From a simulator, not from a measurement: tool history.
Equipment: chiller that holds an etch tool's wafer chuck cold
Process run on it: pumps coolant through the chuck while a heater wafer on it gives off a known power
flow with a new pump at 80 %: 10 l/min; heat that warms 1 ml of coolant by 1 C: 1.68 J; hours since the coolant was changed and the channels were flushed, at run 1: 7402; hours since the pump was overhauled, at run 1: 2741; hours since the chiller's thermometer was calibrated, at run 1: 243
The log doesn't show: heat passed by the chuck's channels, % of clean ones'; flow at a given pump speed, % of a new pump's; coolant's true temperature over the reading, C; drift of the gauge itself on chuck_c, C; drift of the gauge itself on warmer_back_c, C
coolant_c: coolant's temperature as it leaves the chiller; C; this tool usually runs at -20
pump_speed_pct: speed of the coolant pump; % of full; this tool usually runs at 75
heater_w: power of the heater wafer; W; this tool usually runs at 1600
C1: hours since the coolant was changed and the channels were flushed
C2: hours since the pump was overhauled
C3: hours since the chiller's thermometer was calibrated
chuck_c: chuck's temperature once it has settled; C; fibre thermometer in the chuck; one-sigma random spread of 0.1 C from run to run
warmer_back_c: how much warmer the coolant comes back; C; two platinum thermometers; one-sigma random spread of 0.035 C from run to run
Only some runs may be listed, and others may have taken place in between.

{"run": 1, "day": 0.0, "coolant_c": -20, "pump_speed_pct": 75, "heater_w": 1600, "C1": 7402, "C2": 2741, "C3": 243, "chuck_c": 5.1, "warmer_back_c": 6.43}
{"run": 2, "day": 3.746, "coolant_c": -20, "pump_speed_pct": 75, "heater_w": 1600, "C1": 7492, "C2": 2831, "C3": 333, "chuck_c": 5.2, "warmer_back_c": 6.41}
{"run": 3, "day": 7.217, "coolant_c": -20, "pump_speed_pct": 75, "heater_w": 1600, "C1": 7575, "C2": 2914, "C3": 416, "chuck_c": 5.2, "warmer_back_c": 6.47}
{"run": 4, "day": 10.204, "coolant_c": -20, "pump_speed_pct": 75, "heater_w": 1600, "C1": 7647, "C2": 2986, "C3": 488, "chuck_c": 5.2, "warmer_back_c": 6.44}
{"run": 5, "day": 13.154, "coolant_c": -20, "pump_speed_pct": 75, "heater_w": 1600, "C1": 7717, "C2": 3057, "C3": 559, "chuck_c": 5.3, "warmer_back_c": 6.46}
{"run": 6, "day": 17.158, "coolant_c": -20, "pump_speed_pct": 75, "heater_w": 1600, "C1": 7813, "C2": 3153, "C3": 655, "chuck_c": 5.5, "warmer_back_c": 6.5}
{"run": 7, "day": 21.15, "coolant_c": -20, "pump_speed_pct": 75, "heater_w": 1600, "C1": 7909, "C2": 3249, "C3": 750, "chuck_c": 5.4, "warmer_back_c": 6.48}
{"run": 8, "day": 25.383, "coolant_c": -20, "pump_speed_pct": 75, "heater_w": 1600, "C1": 8011, "C2": 3350, "C3": 852, "chuck_c": 5.8, "warmer_back_c": 6.44}
{"run": 9, "day": 29.896, "coolant_c": -20, "pump_speed_pct": 75, "heater_w": 1600, "C1": 8119, "C2": 3458, "C3": 960, "chuck_c": 5.5, "warmer_back_c": 6.43}
{"run": 10, "day": 34.492, "coolant_c": -15, "pump_speed_pct": 75, "heater_w": 1600, "C1": 8229, "C2": 3569, "C3": 1071, "chuck_c": 10.9, "warmer_back_c": 6.52}
{"run": 11, "day": 37.254, "coolant_c": -20, "pump_speed_pct": 75, "heater_w": 1600, "C1": 8296, "C2": 3635, "C3": 1137, "chuck_c": 5.9, "warmer_back_c": 6.49}
{"run": 12, "day": 41.033, "coolant_c": -20, "pump_speed_pct": 75, "heater_w": 1600, "C1": 8387, "C2": 3726, "C3": 1228, "chuck_c": 5.9, "warmer_back_c": 6.53}
{"run": 13, "day": 45.583, "coolant_c": -20, "pump_speed_pct": 75, "heater_w": 1600, "C1": 8496, "C2": 3835, "C3": 1337, "chuck_c": 6.2, "warmer_back_c": 6.47}
{"run": 14, "day": 48.546, "coolant_c": -20, "pump_speed_pct": 75, "heater_w": 1600, "C1": 8567, "C2": 3906, "C3": 1408, "chuck_c": 5.9, "warmer_back_c": 6.56}
{"run": 15, "day": 53.612, "coolant_c": -20, "pump_speed_pct": 75, "heater_w": 1600, "C1": 8688, "C2": 4028, "C3": 1529, "chuck_c": 6.3, "warmer_back_c": 6.59}
{"run": 16, "day": 58.596, "coolant_c": -20, "pump_speed_pct": 62, "heater_w": 1600, "C1": 8808, "C2": 4147, "C3": 1649, "chuck_c": 10, "warmer_back_c": 8.18}
{"run": 17, "day": 63.725, "coolant_c": -20, "pump_speed_pct": 63, "heater_w": 820, "C1": 8931, "C2": 4270, "C3": 1772, "chuck_c": -4.5, "warmer_back_c": 4.13}
{"run": 18, "day": 66.833, "coolant_c": -23, "pump_speed_pct": 83, "heater_w": 820, "C1": 9006, "C2": 4345, "C3": 1847, "chuck_c": -10.1, "warmer_back_c": 3}
{"run": 19, "day": 70.917, "coolant_c": -28, "pump_speed_pct": 82, "heater_w": 2137, "C1": 9104, "C2": 4443, "C3": 1945, "chuck_c": 5.6, "warmer_back_c": 7.87}
{"run": 20, "day": 75.454, "coolant_c": -28, "pump_speed_pct": 82, "heater_w": 2137, "C1": 9213, "C2": 4552, "C3": 2054, "chuck_c": 5.8, "warmer_back_c": 8.01}
{"run": 21, "day": 79.488, "coolant_c": -26, "pump_speed_pct": 76, "heater_w": 2137, "C1": 9309, "C2": 4649, "C3": 2150, "chuck_c": 9.5, "warmer_back_c": 8.68}
{"day": 82.433, "done": "coolant changed, channels flushed"}
{"run": 22, "day": 82.821, "coolant_c": -20, "pump_speed_pct": 62, "heater_w": 1050, "C1": 9, "C2": 4723, "C3": 2225, "chuck_c": -3.8, "warmer_back_c": 5.41}
{"run": 23, "day": 85.862, "coolant_c": -22, "pump_speed_pct": 83, "heater_w": 1600, "C1": 82, "C2": 4796, "C3": 2298, "chuck_c": -1.8, "warmer_back_c": 5.9}
{"run": 24, "day": 89.35, "coolant_c": -20, "pump_speed_pct": 75, "heater_w": 1483, "C1": 166, "C2": 4879, "C3": 2381, "chuck_c": 0.3, "warmer_back_c": 6.23}
{"run": 25, "day": 93.917, "coolant_c": -20, "pump_speed_pct": 75, "heater_w": 1483, "C1": 276, "C2": 4989, "C3": 2491, "chuck_c": 0.3, "warmer_back_c": 6.13}
{"run": 26, "day": 97.7, "coolant_c": -15, "pump_speed_pct": 85, "heater_w": 1924, "C1": 366, "C2": 5080, "C3": 2582, "chuck_c": 9.4, "warmer_back_c": 6.94}
{"run": 27, "day": 99.862, "coolant_c": -15, "pump_speed_pct": 85, "heater_w": 2172, "C1": 418, "C2": 5132, "C3": 2634, "chuck_c": 12.5, "warmer_back_c": 7.79}
{"run": 28, "day": 103.717, "coolant_c": -15, "pump_speed_pct": 85, "heater_w": 2172, "C1": 511, "C2": 5224, "C3": 2726, "chuck_c": 12.4, "warmer_back_c": 7.82}
{"run": 29, "day": 107.662, "coolant_c": -27, "pump_speed_pct": 68, "heater_w": 800, "C1": 605, "C2": 5319, "C3": 2821, "chuck_c": -14.9, "warmer_back_c": 3.69}
{"run": 30, "day": 111.75, "coolant_c": -27, "pump_speed_pct": 68, "heater_w": 800, "C1": 704, "C2": 5417, "C3": 2919, "chuck_c": -15.1, "warmer_back_c": 3.75}
{"run": 31, "day": 116.425, "coolant_c": -11, "pump_speed_pct": 75, "heater_w": 1600, "C1": 816, "C2": 5529, "C3": 3031, "chuck_c": 11.3, "warmer_back_c": 6.71}

The logged runs with the hidden state left out (each run's random variation unchanged):
run=1 chuck_c=0.8 warmer_back_c=6.18
run=2 chuck_c=0.7 warmer_back_c=6.14
run=3 chuck_c=0.6 warmer_back_c=6.19
run=4 chuck_c=0.6 warmer_back_c=6.16
run=5 chuck_c=0.7 warmer_back_c=6.17
run=6 chuck_c=0.8 warmer_back_c=6.2
run=7 chuck_c=0.6 warmer_back_c=6.18
run=8 chuck_c=0.8 warmer_back_c=6.13
run=9 chuck_c=0.4 warmer_back_c=6.11
run=10 chuck_c=5.8 warmer_back_c=6.18
run=11 chuck_c=0.7 warmer_back_c=6.14
run=12 chuck_c=0.6 warmer_back_c=6.17
run=13 chuck_c=0.8 warmer_back_c=6.1
run=14 chuck_c=0.5 warmer_back_c=6.19
run=15 chuck_c=0.7 warmer_back_c=6.2
run=16 chuck_c=3.6 warmer_back_c=7.69
run=17 chuck_c=-7.9 warmer_back_c=3.88
run=18 chuck_c=-13 warmer_back_c=2.81
run=19 chuck_c=-2 warmer_back_c=7.36
run=20 chuck_c=-2 warmer_back_c=7.48
run=21 chuck_c=1.3 warmer_back_c=8.09
run=22 chuck_c=-4.6 warmer_back_c=5.04
run=23 chuck_c=-2.8 warmer_back_c=5.49
run=24 chuck_c=-0.7 warmer_back_c=5.79
run=25 chuck_c=-0.8 warmer_back_c=5.69
run=26 chuck_c=8 warmer_back_c=6.43
run=27 chuck_c=10.9 warmer_back_c=7.21
run=28 chuck_c=10.7 warmer_back_c=7.23
run=29 chuck_c=-15.8 warmer_back_c=3.41
run=30 chuck_c=-16 warmer_back_c=3.46
run=31 chuck_c=9.7 warmer_back_c=6.17

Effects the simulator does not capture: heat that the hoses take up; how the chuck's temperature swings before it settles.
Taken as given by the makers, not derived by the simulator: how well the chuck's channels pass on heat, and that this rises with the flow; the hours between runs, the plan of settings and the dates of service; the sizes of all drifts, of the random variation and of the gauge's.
